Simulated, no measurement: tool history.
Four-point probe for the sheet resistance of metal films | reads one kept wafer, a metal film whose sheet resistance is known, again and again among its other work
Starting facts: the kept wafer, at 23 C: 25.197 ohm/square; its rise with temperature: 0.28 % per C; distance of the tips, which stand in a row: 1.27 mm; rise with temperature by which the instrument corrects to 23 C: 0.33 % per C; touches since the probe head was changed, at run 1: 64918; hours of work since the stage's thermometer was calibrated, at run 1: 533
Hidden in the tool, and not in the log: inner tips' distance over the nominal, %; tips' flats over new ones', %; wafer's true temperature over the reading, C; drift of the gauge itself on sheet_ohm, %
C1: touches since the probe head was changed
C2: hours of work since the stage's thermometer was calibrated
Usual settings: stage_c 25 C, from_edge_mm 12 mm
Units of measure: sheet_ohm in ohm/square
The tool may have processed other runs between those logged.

run 1 hour=0 | stage_c=25 from_edge_mm=12 | C1=64918 C2=533 | sheet_ohm=25.417338
run 2 hour=15 | stage_c=31 from_edge_mm=12 | C1=65350 C2=539 | sheet_ohm=25.332901
run 3 hour=46 | stage_c=25 from_edge_mm=12 | C1=66242 C2=553 | sheet_ohm=25.42262
run 4 hour=64.4 | stage_c=25 from_edge_mm=12 | C1=66774 C2=561 | sheet_ohm=25.409366
run 5 hour=92.1 | stage_c=25 from_edge_mm=12 | C1=67571 C2=573 | sheet_ohm=25.430485
run 6 hour=116.4 | stage_c=25 from_edge_mm=12 | C1=68273 C2=584 | sheet_ohm=25.423396
run 7 hour=145.2 | stage_c=18 from_edge_mm=12 | C1=69101 C2=596 | sheet_ohm=25.521171
run 8 hour=173.8 | stage_c=25 from_edge_mm=12 | C1=69926 C2=609 | sheet_ohm=25.417321
-- hour=176.1 stage's thermometer calibrated
run 9 hour=202 | stage_c=25 from_edge_mm=12 | C1=70724 C2=11 | sheet_ohm=25.409051
run 10 hour=228.4 | stage_c=25 from_edge_mm=8 | C1=71484 C2=23 | sheet_ohm=25.607191
run 11 hour=241.2 | stage_c=31 from_edge_mm=6 | C1=71852 C2=28 | sheet_ohm=25.786664
run 12 hour=269.3 | stage_c=31 from_edge_mm=6 | C1=72662 C2=41 | sheet_ohm=25.779723
run 13 hour=297.5 | stage_c=25 from_edge_mm=6 | C1=73474 C2=53 | sheet_ohm=25.859994
run 14 hour=315.7 | stage_c=29 from_edge_mm=6 | C1=74000 C2=61 | sheet_ohm=25.815886
run 15 hour=330.6 | stage_c=20 from_edge_mm=4 | C1=74431 C2=68 | sheet_ohm=26.642288
-- hour=360.6 stage's thermometer calibrated, once more
run 16 hour=360.8 | stage_c=30 from_edge_mm=7 | C1=75286 C2=0 | sheet_ohm=25.671856
run 17 hour=381.3 | stage_c=30 from_edge_mm=11 | C1=75875 C2=9 | sheet_ohm=25.405062
run 18 hour=412 | stage_c=30 from_edge_mm=11 | C1=76761 C2=22 | sheet_ohm=25.403545

Table of differences, measured result less the result of that run with no hidden state. Run-to-run variation is the same in both. Gauge scatter possibly is not:
run=1 sheet_ohm=+0.095888
run=2 sheet_ohm=+0.096281
run=3 sheet_ohm=+0.097662
run=4 sheet_ohm=+0.098399
run=5 sheet_ohm=+0.099596
run=6 sheet_ohm=+0.100683
run=7 sheet_ohm=+0.102071
run=8 sheet_ohm=+0.103106
run=9 sheet_ohm=+0.097678
run=10 sheet_ohm=+0.09947
run=11 sheet_ohm=+0.101006
run=12 sheet_ohm=+0.102057
run=13 sheet_ohm=+0.103318
run=14 sheet_ohm=+0.104183
run=15 sheet_ohm=+0.107336
run=16 sheet_ohm=+0.124903
run=17 sheet_ohm=+0.124536
run=18 sheet_ohm=+0.125794
